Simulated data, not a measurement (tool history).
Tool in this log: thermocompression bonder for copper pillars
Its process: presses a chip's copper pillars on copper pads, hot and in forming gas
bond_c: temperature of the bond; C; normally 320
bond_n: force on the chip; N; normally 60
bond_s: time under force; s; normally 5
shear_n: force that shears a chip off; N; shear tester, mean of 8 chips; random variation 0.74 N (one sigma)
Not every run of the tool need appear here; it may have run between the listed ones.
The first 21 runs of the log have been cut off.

run,hour,bond_c,bond_n,bond_s,shear_n
22,161.9,325,52,7,60.7
23,168.1,325,73,7,70.8
24,174.7,299,50,4,38.9
25,182.6,305,63,10,62.4
26,192.5,320,57,7,61.2
27,197.6,320,57,7,61.7
# hour 200.3: heater calibrated with a thermocouple chip
28,205.9,320,61,7,65.1
29,215.6,320,61,7,63.1
30,224.2,339,60,5,65.6
31,232.4,339,60,5,65.7
32,238.8,307,68,4,54.1
33,249.3,320,62,12,71.6
34,258.6,320,62,12,69.3
# hour 264.3: heater calibrated with a thermocouple chip, once more
35,265.2,320,60,7,57.5
36,270.1,320,39,3,31.4
37,275.5,320,39,3,32.5

Run 38 is up next; what results do you expect?
38,285.6,320,57,8,?

Run 38 measured shear_n 59.1 N.
Take away the tool's hidden state, keep the run-to-run variation as it was, and the same run would have given shear_n 59.8 N.
